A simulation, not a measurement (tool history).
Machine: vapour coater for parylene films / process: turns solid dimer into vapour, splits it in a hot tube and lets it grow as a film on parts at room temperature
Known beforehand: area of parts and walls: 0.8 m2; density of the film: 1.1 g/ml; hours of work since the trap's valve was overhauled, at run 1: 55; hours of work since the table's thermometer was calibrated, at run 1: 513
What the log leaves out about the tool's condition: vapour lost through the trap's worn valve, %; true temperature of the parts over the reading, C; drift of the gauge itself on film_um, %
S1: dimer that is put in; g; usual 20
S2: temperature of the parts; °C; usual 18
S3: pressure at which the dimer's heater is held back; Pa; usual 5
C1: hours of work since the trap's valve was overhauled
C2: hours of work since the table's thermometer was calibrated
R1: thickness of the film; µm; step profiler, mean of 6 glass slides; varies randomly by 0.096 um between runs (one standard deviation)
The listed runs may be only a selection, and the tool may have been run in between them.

{"run": 1, "hour": 0.0, "S1": 20, "S2": 18, "S3": 5, "C1": 55, "C2": 513, "R1": 11.87}
{"run": 2, "hour": 19.4, "S1": 20, "S2": 18, "S3": 5, "C1": 67, "C2": 525, "R1": 11.79}
{"run": 3, "hour": 35.2, "S1": 20, "S2": 18, "S3": 5, "C1": 76, "C2": 535, "R1": 11.59}
{"run": 4, "hour": 62.1, "S1": 20, "S2": 18, "S3": 5, "C1": 93, "C2": 552, "R1": 11.56}
{"run": 5, "hour": 73.9, "S1": 20, "S2": 18, "S3": 5, "C1": 100, "C2": 559, "R1": 11.75}
{"run": 6, "hour": 95.0, "S1": 20, "S2": 18, "S3": 5, "C1": 113, "C2": 572, "R1": 11.67}
{"run": 7, "hour": 121.6, "S1": 20, "S2": 18, "S3": 5, "C1": 129, "C2": 588, "R1": 11.7}
{"run": 8, "hour": 136.9, "S1": 9, "S2": 18, "S3": 5, "C1": 139, "C2": 598, "R1": 5.32}
{"run": 9, "hour": 159.2, "S1": 9, "S2": 18, "S3": 5, "C1": 153, "C2": 611, "R1": 5.26}
{"run": 10, "hour": 174.3, "S1": 9, "S2": 18, "S3": 5, "C1": 162, "C2": 621, "R1": 5.23}
{"run": 11, "hour": 199.5, "S1": 9, "S2": 18, "S3": 5, "C1": 177, "C2": 636, "R1": 5.27}
{"run": 12, "hour": 222.8, "S1": 9, "S2": 18, "S3": 5, "C1": 192, "C2": 650, "R1": 5.22}
{"run": 13, "hour": 244.4, "S1": 20, "S2": 26, "S3": 5, "C1": 205, "C2": 664, "R1": 9.84}
{"run": 14, "hour": 263.2, "S1": 20, "S2": 18, "S3": 5, "C1": 216, "C2": 675, "R1": 11.61}
{"hour": 283.4, "done": "trap's valve overhauled"}
{"run": 15, "hour": 290.8, "S1": 10, "S2": 15, "S3": 9.06, "C1": 5, "C2": 690, "R1": 6.02}
{"run": 16, "hour": 309.4, "S1": 20, "S2": 18, "S3": 2.85, "C1": 16, "C2": 701, "R1": 12.09}
{"run": 17, "hour": 322.0, "S1": 20, "S2": 18, "S3": 2.85, "C1": 24, "C2": 709, "R1": 12.29}
{"run": 18, "hour": 343.2, "S1": 20, "S2": 11, "S3": 3.14, "C1": 37, "C2": 722, "R1": 13.88}
{"run": 19, "hour": 366.9, "S1": 20, "S2": 11, "S3": 3.14, "C1": 51, "C2": 736, "R1": 13.94}
{"run": 20, "hour": 385.5, "S1": 24, "S2": 11, "S3": 3.14, "C1": 63, "C2": 748, "R1": 16.71}
{"run": 21, "hour": 412.8, "S1": 24, "S2": 11, "S3": 3.14, "C1": 80, "C2": 765, "R1": 16.7}
{"run": 22, "hour": 436.8, "S1": 13, "S2": 18, "S3": 5, "C1": 94, "C2": 779, "R1": 7.59}
{"run": 23, "hour": 463.6, "S1": 24, "S2": 15, "S3": 6.24, "C1": 111, "C2": 796, "R1": 14.71}
{"run": 24, "hour": 490.5, "S1": 27, "S2": 22, "S3": 10.79, "C1": 127, "C2": 812, "R1": 13.88}
{"run": 25, "hour": 508.4, "S1": 18, "S2": 30, "S3": 7.55, "C1": 138, "C2": 823, "R1": 8.19}

Run 26 comes next. What will it give?
{"run": 26, "hour": 529.5, "S1": 20, "S2": 13, "S3": 6.3, "C1": 151, "C2": 836, "R1": "?"}

{"run 26": {"R1": 12.76}}
The same run, on a tool lacking any hidden state, would have yielded R1 12.79 µm.

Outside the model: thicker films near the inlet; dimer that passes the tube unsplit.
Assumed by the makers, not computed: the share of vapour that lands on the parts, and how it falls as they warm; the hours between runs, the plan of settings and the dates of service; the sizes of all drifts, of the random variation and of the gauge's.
